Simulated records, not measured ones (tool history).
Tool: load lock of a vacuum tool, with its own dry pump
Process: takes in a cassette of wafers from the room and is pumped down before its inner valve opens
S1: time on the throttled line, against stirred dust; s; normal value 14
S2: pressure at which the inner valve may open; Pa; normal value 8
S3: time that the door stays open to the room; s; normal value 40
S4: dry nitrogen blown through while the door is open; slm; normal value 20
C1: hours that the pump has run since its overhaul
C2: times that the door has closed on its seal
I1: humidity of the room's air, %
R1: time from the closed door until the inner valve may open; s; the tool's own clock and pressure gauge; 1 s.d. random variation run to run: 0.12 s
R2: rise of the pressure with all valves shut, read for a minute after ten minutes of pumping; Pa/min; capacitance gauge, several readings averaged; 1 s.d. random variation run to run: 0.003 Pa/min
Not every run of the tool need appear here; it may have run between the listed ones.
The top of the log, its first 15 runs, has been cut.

run     hour  S1  S2  S3  S4     C1     C2    I1    R1     R2
 16   4669.5  20   8  40  20   7109  13704  41.5  34.4  0.183
 17   4987.6  14   8  40  20   7427  14317  48.5  29.7  0.199
 18   5357.9  14   8  40  20   7797  15031  41.2  29.8  0.207
 19   5823.4  11   8  40  33   8263  15928  44.1  27.6  0.212
 20   6194.5   7   8  40  28   8634  16644  45.4  24.6  0.221
 21   6423.4   7  15  40  28   8863  17085  44.3  23.3  0.228
 22   6632.2   7  15  40  17   9071  17487  45.6  23.4  0.252
 23   7038.0   7  15  40  17   9477  18270  44.4  23.3  0.263
 24   7390.9   7  15  35  36   9830  18950  45.1  23.7  0.249
 25   7816.3  20   7  40  24  10255  19770  43.8  35.3  0.277
 26   8135.7  20   7  40  24  10575  20386  41.5  35.2  0.297
      8431.2  -- dry pump taken out, an overhauled one fitted
 27   8431.2  20   7  40  24      0  20944  45.7  33.5  0.302
 28   8636.8  12   8  64  22    206  21340  46.4  26.9  0.330
 29   8920.6  16   7  40  20    489  21887  48.7  30.3  0.338
 30   9160.8   9   9  40  20    730  22350  46.3  24.1  0.335
 31   9622.3  14   9  40  20   1191  23240  43.4  28.5  0.350
 32  10077.0  14   9  40  20   1646  24117  48.1  28.4  0.377
 33  10350.4  14   9  40  20   1919  24644  41.1  28.4  0.380
 34  10546.1  14   9  40  20   2115  25021  42.4  28.5  0.389
 35  10828.5  14   9  40  20   2397  25565  47.7  28.5  0.398
 36  11169.5  14   9  40  20   2738  26223  42.5  28.7  0.410

Each row is a separate what-if for the run after 36, all from the same tool condition, not one after another. Results?
  A  11595.7  11   8  40  20  3165  27044  45.9   ?   ?
  B  11595.7  17   8  28  20  3165  27044  45.8   ?   ?
  C  11595.7  14  12  40  27  3165  27044  42.9   ?   ?
  D  11595.7  27   9  40  35  3165  27044  47.1   ?   ?
  E  11595.7  14   9  40   5  3165  27044  45.1   ?   ?

run    R1     R2
  A  26.7  0.424
  B  31.2  0.422
  C  28.2  0.427
  D  38.6  0.406
  E  28.8  0.454
Without the tool's hidden state the same runs would have given:
run    R1     R2
  A  26.1  0.051
  B  30.6  0.045
  C  27.6  0.049
  D  38.2  0.038
  E  28.2  0.086
